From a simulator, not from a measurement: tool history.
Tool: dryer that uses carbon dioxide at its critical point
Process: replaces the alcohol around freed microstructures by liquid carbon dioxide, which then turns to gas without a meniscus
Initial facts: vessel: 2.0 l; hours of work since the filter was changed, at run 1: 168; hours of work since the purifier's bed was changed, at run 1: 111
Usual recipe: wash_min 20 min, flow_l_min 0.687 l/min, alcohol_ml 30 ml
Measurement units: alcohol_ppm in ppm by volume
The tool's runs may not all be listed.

run,hour,wash_min,flow_l_min,alcohol_ml,hours of work since the filter was changed,hours of work since the purifier's bed was changed,alcohol_ppm
1,0.0,20,0.687,30,168,111,56
2,7.4,20,0.708,30,172,115,54
3,15.9,20,0.687,32,177,120,60
4,24.2,20,0.687,32,181,125,66
5,35.2,20,0.711,30,188,131,62
6,42.0,20,0.711,30,192,135,55
7,51.6,19,0.687,58,197,140,137
8,60.7,20,0.823,59,202,145,51
9,67.4,20,0.687,62,206,149,123
10,73.5,20,0.471,66,209,153,708

Consider 3 possible next runs. They are alternatives, not a sequence: every one starts from the tool as it was left by run 10. What does each give?
A,82.9,24,0.494,30,215,158,?
B,82.9,28,0.473,30,215,158,?
C,82.9,20,0.481,66,215,158,?

run,alcohol_ppm
A,140
B,80
C,664
Stripped of hidden state, with their random variation kept, the same runs would have yielded:
run,alcohol_ppm
A,60
B,30
C,334
